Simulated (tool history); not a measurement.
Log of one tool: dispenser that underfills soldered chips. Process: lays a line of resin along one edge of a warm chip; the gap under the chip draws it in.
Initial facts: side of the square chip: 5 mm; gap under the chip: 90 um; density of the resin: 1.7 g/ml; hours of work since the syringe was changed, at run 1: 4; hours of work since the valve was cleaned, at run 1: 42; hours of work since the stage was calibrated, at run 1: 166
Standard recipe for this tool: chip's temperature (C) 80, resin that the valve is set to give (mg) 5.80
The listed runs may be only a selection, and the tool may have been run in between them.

run   hour  chip's temperature (C)  resin that the valve is set to give (mg)  hours of work since the syringe was changed  hours of work since the valve was cleaned  hours of work since the stage was calibrated  time until the resin shows at the far edge (s)  resin that the valve gave (mg)
  1    0.0                      80                                      5.80                                            4                                         42                                           166                                            30.3                            5.75
       4.4  -- new syringe of resin
  2    7.0                      80                                      5.80                                            2                                         47                                           171                                            25.8                            5.69
      15.2  -- new syringe of resin
  3   20.1                      89                                      5.80                                            4                                         56                                           180                                            21.1                            5.69
      25.8  -- new syringe of resin
  4   28.8                      89                                      5.80                                            2                                         62                                           187                                            18.9                            5.65
      37.0  -- new syringe of resin
  5   39.8                      89                                      5.80                                            2                                         70                                           194                                            19.4                            5.66
      48.0  -- new syringe of resin
  6   52.3                      80                                      5.80                                            3                                         79                                           203                                            27.9                            5.64
      58.7  -- new syringe of resin
  7   63.0                      80                                      5.45                                            3                                         86                                           211                                            29.0                            5.23
  8   68.6                      80                                      6.58                                            7                                         90                                           215                                            34.9                            6.38
      69.9  -- new syringe of resin
  9   79.1                      80                                      5.80                                            7                                         98                                           222                                            34.4                            5.60
      80.4  -- new syringe of resin
 10   87.0                      80                                      5.80                                            5                                        103                                           227                                            31.5                            5.60
      91.3  -- new syringe of resin
 11  100.5                      80                                      5.80                                            7                                        113                                           237                                            35.0                            5.53
     101.8  -- new syringe of resin
     112.4  -- new syringe of resin
 12  113.0                      80                                      5.80                                            0                                        121                                           246                                            24.6                            5.51
 13  120.1                      80                                      5.80                                            6                                        126                                           251                                            32.8                            5.49
     123.0  -- new syringe of resin
 14  126.1                      77                                      6.68                                            2                                        130                                           255                                            29.1                            6.33
     130.0  -- dispensing valve cleaned and set on the balance
     134.8  -- new syringe of resin
 15  140.4                      87                                      5.12                                            4                                          7                                           264                                            24.2                            5.11
     146.2  -- new syringe of resin
 16  147.8                      91                                      5.74                                            1                                         12                                           269                                            17.4                            5.71
 17  155.3                      65                                      7.07                                            7                                         18                                           275                                            58.0                            7.02
     156.8  -- new syringe of resin
 18  166.5                      77                                      5.60                                            7                                         26                                           283                                            41.0                            5.54
     167.7  -- new syringe of resin
     179.2  -- new syringe of resin
 19  180.5                      89                                      4.97                                            1                                         35                                           292                                            18.2                            4.89

Run 20 comes next. What will it give?
     189.6  -- new syringe of resin
 20  193.9                      95                                      5.99                                            3                                         45                                           302                                               ?                               ?

{"run 20": {"time until the resin shows at the far edge (s)": 16.0, "resin that the valve gave (mg)": 5.9}}
Had the tool carried no hidden state, the very same run would have given time until the resin shows at the far edge (s) 12.7, resin that the valve gave (mg) 6.03.
